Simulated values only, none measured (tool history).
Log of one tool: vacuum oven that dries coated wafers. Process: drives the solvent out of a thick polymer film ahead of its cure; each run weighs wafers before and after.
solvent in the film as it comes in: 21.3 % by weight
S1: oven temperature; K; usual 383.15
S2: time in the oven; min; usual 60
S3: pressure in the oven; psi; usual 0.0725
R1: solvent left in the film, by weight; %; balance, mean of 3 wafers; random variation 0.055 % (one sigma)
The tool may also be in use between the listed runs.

| run | hour | S1 | S2 | S3 | R1 |
|---|---|---|---|---|---|
| 1 | 0 | 383.15 | 60 | 0.0725 | 2.61 |
| 2 | 21.2 | 383.15 | 60 | 0.0516 | 2.42 |
| 3 | 48.4 | 383.15 | 60 | 0.0516 | 2.39 |
| 4 | 71 | 376.15 | 60 | 0.0725 | 4.13 |
| 5 | 95.4 | 376.15 | 60 | 0.0725 | 4.11 |
| 6 | 121.6 | 376.15 | 60 | 0.0725 | 4.18 |
| 7 | 145.1 | 387.15 | 60 | 0.0725 | 1.86 |
| 8 | 161.4 | 387.15 | 60 | 0.0725 | 1.94 |
| 9 | 181 | 387.15 | 60 | 0.0725 | 1.92 |
| 10 | 197.5 | 387.15 | 60 | 0.0725 | 1.86 |
| 11 | 214.5 | 383.15 | 60 | 0.0725 | 2.54 |
| 12 | 240.3 | 383.15 | 36 | 0.0725 | 5.24 |
| 13 | 269.3 | 382.15 | 75 | 0.2699 | 3.38 |
| 14 | 282.8 | 382.15 | 99 | 0.1044 | 1.46 |

Forecast run 15:
| 15 | 309.2 | 382.15 | 99 | 0.1044 | ? |

Run 15 gave R1 1.67 %.
Without the tool's hidden state the same run would have given R1 1.29 %.
